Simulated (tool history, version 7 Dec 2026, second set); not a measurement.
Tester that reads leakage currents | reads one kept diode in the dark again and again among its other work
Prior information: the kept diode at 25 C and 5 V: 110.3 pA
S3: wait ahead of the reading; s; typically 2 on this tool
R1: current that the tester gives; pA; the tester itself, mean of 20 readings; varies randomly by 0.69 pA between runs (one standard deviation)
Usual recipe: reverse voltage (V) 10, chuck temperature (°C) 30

{"run": 1, "day": 0.0, "reverse voltage (V)": 10, "chuck temperature (°C)": 30, "S3": 2, "R1": 230.14}
{"run": 2, "day": 1.521, "reverse voltage (V)": 10, "chuck temperature (°C)": 30, "S3": 2, "R1": 228.12}
{"run": 3, "day": 2.792, "reverse voltage (V)": 16.6, "chuck temperature (°C)": 30, "S3": 2, "R1": 289.56}
{"run": 4, "day": 3.779, "reverse voltage (V)": 16.6, "chuck temperature (°C)": 30, "S3": 2, "R1": 290.02}
{"run": 5, "day": 5.65, "reverse voltage (V)": 16.6, "chuck temperature (°C)": 30, "S3": 2, "R1": 287.86}
{"run": 6, "day": 6.929, "reverse voltage (V)": 16.6, "chuck temperature (°C)": 30, "S3": 2, "R1": 290.07}
{"run": 7, "day": 7.904, "reverse voltage (V)": 16.6, "chuck temperature (°C)": 30, "S3": 2, "R1": 287.38}
{"run": 8, "day": 9.5, "reverse voltage (V)": 10, "chuck temperature (°C)": 30, "S3": 9.29, "R1": 227.15}
{"run": 9, "day": 11.133, "reverse voltage (V)": 10, "chuck temperature (°C)": 49, "S3": 9.29, "R1": 935.06}
{"run": 10, "day": 12.7, "reverse voltage (V)": 15.8, "chuck temperature (°C)": 25, "S3": 0.65, "R1": 196.68}
{"run": 11, "day": 14.071, "reverse voltage (V)": 15.8, "chuck temperature (°C)": 25, "S3": 0.65, "R1": 196.44}
{"run": 12, "day": 15.433, "reverse voltage (V)": 10.1, "chuck temperature (°C)": 42, "S3": 1.22, "R1": 572.96}
{"run": 13, "day": 16.288, "reverse voltage (V)": 10, "chuck temperature (°C)": 35, "S3": 2, "R1": 336.32}
{"run": 14, "day": 18.183, "reverse voltage (V)": 5.7, "chuck temperature (°C)": 50, "S3": 2.53, "R1": 774.24}

Forecast each of these 3 alternatives for the next run:
{"run": "A", "day": 19.821, "reverse voltage (V)": 5.6, "chuck temperature (°C)": 26, "S3": 1.5, "R1": "?"}
{"run": "B", "day": 19.821, "reverse voltage (V)": 4.8, "chuck temperature (°C)": 30, "S3": 2, "R1": "?"}
{"run": "C", "day": 19.821, "reverse voltage (V)": 10, "chuck temperature (°C)": 30, "S3": 2.42, "R1": "?"}

run=A R1=128.04
run=B R1=162.62
run=C R1=228.01
Without the tool's hidden state the same runs would have given:
run=A R1=127.95
run=B R1=162.54
run=C R1=227.86
